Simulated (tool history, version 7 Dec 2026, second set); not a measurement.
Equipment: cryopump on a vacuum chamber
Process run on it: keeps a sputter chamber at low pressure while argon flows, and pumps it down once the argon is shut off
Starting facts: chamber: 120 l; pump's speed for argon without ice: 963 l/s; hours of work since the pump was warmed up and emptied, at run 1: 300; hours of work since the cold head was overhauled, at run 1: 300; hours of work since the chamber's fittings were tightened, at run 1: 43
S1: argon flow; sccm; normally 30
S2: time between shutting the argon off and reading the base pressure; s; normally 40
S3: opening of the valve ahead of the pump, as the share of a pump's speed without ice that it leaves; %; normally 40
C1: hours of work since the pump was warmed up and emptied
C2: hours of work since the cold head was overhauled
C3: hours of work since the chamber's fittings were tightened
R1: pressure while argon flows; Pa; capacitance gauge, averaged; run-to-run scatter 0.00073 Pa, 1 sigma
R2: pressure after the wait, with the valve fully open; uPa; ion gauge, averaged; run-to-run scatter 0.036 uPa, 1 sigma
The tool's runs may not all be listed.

run    hour  S1   S2  S3   C1   C2   C3      R1    R2
  1       0  30   40  40  300  300   43  0.1379  2.24
  2    23.1  30   40  40  314  314   58  0.1399  2.24
  3    66.3  30   40  23  342  342   85  0.2365  2.31
  4   102.6  30   40  24  364  364  107  0.2286  2.37
  5   123.1  30   40  24  377  377  120  0.2284  2.42
  6   143.5  30   40  24  390  390  133  0.2289  2.41
  7   176.3  30   40  24  410  410  154  0.2312  2.49
  8   209.8  30   40  24  431  431  175  0.2324  2.61
  9   237.8  30   40  24  449  449  192  0.2307  2.58
 10   273.2  30   40  24  471  471  214  0.2295  2.65
 11   312.8  47   40  40  496  496  239   0.226  2.78
 12   349.4  47   40  40  519  519  262  0.2253  2.78
 13   381.7  30   40  40  539  539  282   0.145  2.86
 14   400.4  30   40  40  551  551  294  0.1452  2.88
 15   438.5  30   40  40  575  575  318  0.1469  3.02
 16   474.6  30   40  40  597  597  340  0.1471  3.08
 17   505.9  30   40  40  617  617  360  0.1474  3.07
 18   539.1  30   36  40  637  637  381  0.1483  3.33
 19     575  30  154  16  660  660  403  0.3471  2.03
 20   610.2  30   40  16  682  682  425  0.3467  3.33
 21   649.4  30   40  16  707  707  450  0.3451  3.41
 22   684.3  19   40  28  728  728  472  0.1323  3.46
 23   723.7  40   27  28  753  753  496  0.2792  4.35
 24   754.6  13   40  26  772  772  516  0.0961  3.61
 25   797.2  19  244  37  799  799  542  0.1049  2.38
 26   819.7  15   28  24  813  813  556  0.1214  4.56
 27   841.4  15   28  24  827  827  570  0.1208  4.59
 28   872.3  15   28  24  846  846  589  0.1214  4.66
 29   896.4  33   78  30  861  861  604  0.2213  3.23
        912  -- pump warmed up, emptied and cooled again
 30   937.6  18   40  40   16  884  627  0.0799  3.32
 31   957.6  18   40  40   29  896  640  0.0803  3.36
 32   986.6  18   31  32   47  915  658   0.099  3.91
 33  1017.9  18   31  32   66  934  677  0.0998  3.82

Across each entry between runs, compare the hidden state at the last listed run before it with the hidden state at the first listed run after it:
Logged between run 29 and run 30: pump warmed up, emptied and cooled again (hour 912)
  pump's speed, % of a pump's without ice: 67.6 -> 99.3; cold plate's temperature, K: 12.61 -> 12.62; leak into the chamber, uPa l/s: 1488 -> 1529
  measured result minus the result with no hidden state, R1: +0.0288 -> +0.0006 Pa; R2: +2.04 -> +1.3 uPa

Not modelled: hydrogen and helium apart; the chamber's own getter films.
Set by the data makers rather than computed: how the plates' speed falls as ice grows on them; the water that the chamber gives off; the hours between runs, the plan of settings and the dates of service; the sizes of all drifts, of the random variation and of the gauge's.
